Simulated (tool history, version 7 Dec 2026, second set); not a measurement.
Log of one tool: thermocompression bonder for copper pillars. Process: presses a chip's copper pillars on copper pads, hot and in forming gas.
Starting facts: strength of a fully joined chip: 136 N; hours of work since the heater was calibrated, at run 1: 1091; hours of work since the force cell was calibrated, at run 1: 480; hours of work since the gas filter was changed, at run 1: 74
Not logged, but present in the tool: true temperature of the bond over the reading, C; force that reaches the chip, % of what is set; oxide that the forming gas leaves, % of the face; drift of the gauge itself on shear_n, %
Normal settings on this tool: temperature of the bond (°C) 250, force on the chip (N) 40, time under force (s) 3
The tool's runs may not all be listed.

run   hour  temperature of the bond (°C)  force on the chip (N)  time under force (s)  hours of work since the heater was calibrated  hours of work since the force cell was calibrated  hours of work since the gas filter was changed  force that shears a chip off (N)
  1    0.0                           250                     40                     3                                           1091                                                480                                              74                              52.4
  2   17.6                           270                     40                     3                                           1104                                                494                                              88                              74.6
  3   45.4                           270                     40                     3                                           1126                                                516                                             110                              74.5
  4   57.9                           270                     40                     3                                           1136                                                526                                             120                              74.6
  5   74.2                           250                     40                     3                                           1149                                                539                                             132                              53.2
  6   98.3                           250                     40                     3                                           1168                                                558                                             151                              53.4
  7  113.5                           250                     40                     3                                           1180                                                570                                             164                              54.1
     121.0  -- forming gas filter changed
  8  143.7                           250                     40                     3                                           1204                                                594                                              18                              54.5
  9  158.2                           250                     40                     3                                           1215                                                605                                              29                              53.7
 10  173.6                           250                     40                     3                                           1227                                                617                                              42                              54.6
 11  189.3                           250                     40                     3                                           1240                                                630                                              54                              53.5
 12  218.5                           250                     40                     3                                           1263                                                653                                              77                              53.7
 13  246.6                           250                     40                     3                                           1285                                                675                                              99                              53.7
 14  268.5                           250                     40                     4                                           1302                                                692                                             117                              59.5
 15  287.2                           250                     40                     4                                           1317                                                707                                             131                              59.1
 16  315.2                           250                     40                     4                                           1339                                                729                                             153                              59.0
 17  330.0                           250                     40                     2                                           1351                                                741                                             165                              44.8
     335.7  -- forming gas filter changed
 18  343.1                           277                     40                     3                                           1361                                                751                                               6                              83.5
 19  371.3                           277                     40                     3                                           1383                                                773                                              28                              80.4
 20  384.1                           277                     40                     3                                           1393                                                783                                              38                              82.3
 21  398.3                           250                     43                     3                                           1404                                                794                                              49                              57.2
 22  415.2                           250                     40                     5                                           1418                                                808                                              63                              63.8
     435.2  -- heater calibrated with a thermocouple chip
 23  435.2                           250                     25                     6                                              0                                                822                                              77                              46.8
 24  463.6                           250                     30                     5                                             22                                                844                                              99                              50.7
 25  485.6                           274                     36                     3                                             40                                                862                                             117                              74.1
 26  500.4                           274                     36                     3                                             52                                                873                                             129                              72.9
 27  530.5                           274                     36                     3                                             75                                                897                                             152                              71.8
     552.6  -- forming gas filter changed
 28  556.6                           250                     40                     6                                             96                                                917                                               3                              70.1
 29  572.7                           221                     40                     6                                            108                                                930                                              16                              40.8
 30  587.0                           250                     33                     2                                            120                                                941                                              27                              39.0
 31  609.4                           250                     35                     3                                            137                                                959                                              45                              48.0
 32  626.5                           250                     35                     3                                            151                                                973                                              58                              48.0
 33  656.7                           221                     54                     6                                            175                                                997                                              82                              54.1
 34  686.2                           265                     54                     2                                            198                                               1020                                             106                              77.1
 35  713.5                           250                     27                     3                                            220                                               1041                                             127                              37.6
 36  733.3                           269                     46                     3                                            235                                               1057                                             143                              80.3
 37  753.8                           250                     46                     3                                            251                                               1073                                             159                              61.6
     766.8  -- forming gas filter changed
 38  766.8                           250                     54                     3                                            261                                               1083                                               0                              67.9
 39  780.2                           241                     44                     4                                            272                                               1094                                              11                              54.3

The logged runs with the hidden state left out (each run's random variation unchanged):
run  force that shears a chip off (N)
  1                              53.0
  2                              75.3
  3                              75.3
  4                              75.4
  5                              54.0
  6                              54.2
  7                              54.9
  8                              55.2
  9                              54.3
 10                              55.3
 11                              54.2
 12                              54.4
 13                              54.5
 14                              60.3
 15                              60.0
 16                              59.9
 17                              45.6
 18                              84.3
 19                              81.2
 20                              83.1
 21                              58.0
 22                              64.7
 23                              46.8
 24                              50.7
 25                              74.2
 26                              73.0
 27                              71.9
 28                              70.1
 29                              40.8
 30                              39.0
 31                              48.0
 32                              48.0
 33                              54.2
 34                              77.3
 35                              37.7
 36                              80.5
 37                              61.8
 38                              68.0
 39                              54.3
